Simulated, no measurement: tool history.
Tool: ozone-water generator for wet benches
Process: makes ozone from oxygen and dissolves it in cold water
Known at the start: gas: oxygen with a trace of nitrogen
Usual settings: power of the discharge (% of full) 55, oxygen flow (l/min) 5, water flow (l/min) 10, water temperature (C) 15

run,hour,power of the discharge (% of full),oxygen flow (l/min),water flow (l/min),water temperature (C),dissolved ozone (ppm),ozone in the gas ahead of the water (g/m3)
1,0,55,5,10,15,20.4,156.6
2,115.4,55,5,10,15,20.4,156.8
3,199.8,55,5,10,8,23,157.2
4,311.1,55,5,10,8,22.7,156.3
5,419.2,55,5,10,8,23.1,156.3
6,577.9,55,5,10,17,19.6,155.5
7,682.4,55,5,10,17,19.4,155.9
8,766.6,55,5,10,17,19.6,154.2
9,851.5,55,5,9,15,21.8,156.8
10,997,55,5,10,15,20.3,156.6
11,1103.7,55,5,10,15,19.9,155.7
12,1185.8,55,5,10,7,23.3,154.5
13,1315.1,55,5,10,11,21.5,155
14,1403.6,55,5,10,11,21.8,155.7
15,1501.9,55,5,10,10,22,155.1
16,1666.3,55,5,10,10,22.1,156.7
17,1830.9,55,5,10,10,22.2,153.6
18,1967.1,55,5,10,10,22,154.3
19,2121.7,63,5,10,15,22.4,170.8
20,2231.9,53,5,13,8,18,149.4
21,2306,53,5,13,8,17.6,148.9
22,2386.4,79,5,11,12,25.9,197.7
23,2546.3,55,2.96,8,20,23,201.5
24,2622.5,95,5.2,15,17,20.9,224.2
25,2746.9,82,7.89,16,18,17.2,162.5
26,2908.8,82,7.89,16,18,17.3,163.3
27,3062,55,5,9,9,24.5,152.8
# hour 3188.8: water thermometer calibrated
28,3224.9,55,5,9,9,24.3,152.6
29,3293.3,55,5,9,9,24.3,152.6
30,3443.8,55,5,9,17,21,151.8
31,3602.7,95,7,10,18,27.2,190.5
32,3736.1,78,5,7,15,33,195.5

Forecast each of these 4 alternatives for the next run:
A,3831.8,45,5,7,7,?,?
B,3831.8,87,5,10,15,?,?
C,3831.8,78,4.67,7,15,?,?
D,3831.8,77,3.81,10,15,?,?

run,dissolved ozone (ppm),ozone in the gas ahead of the water (g/m3)
A,26.2,131.6
B,28.2,213.2
C,33,201.7
D,26.1,222.3
Without the tool's hidden state the same runs would have given:
run,dissolved ozone (ppm),ozone in the gas ahead of the water (g/m3)
A,26.2,135.8
B,28.2,219.9
C,33.1,208.1
D,26.2,229.3

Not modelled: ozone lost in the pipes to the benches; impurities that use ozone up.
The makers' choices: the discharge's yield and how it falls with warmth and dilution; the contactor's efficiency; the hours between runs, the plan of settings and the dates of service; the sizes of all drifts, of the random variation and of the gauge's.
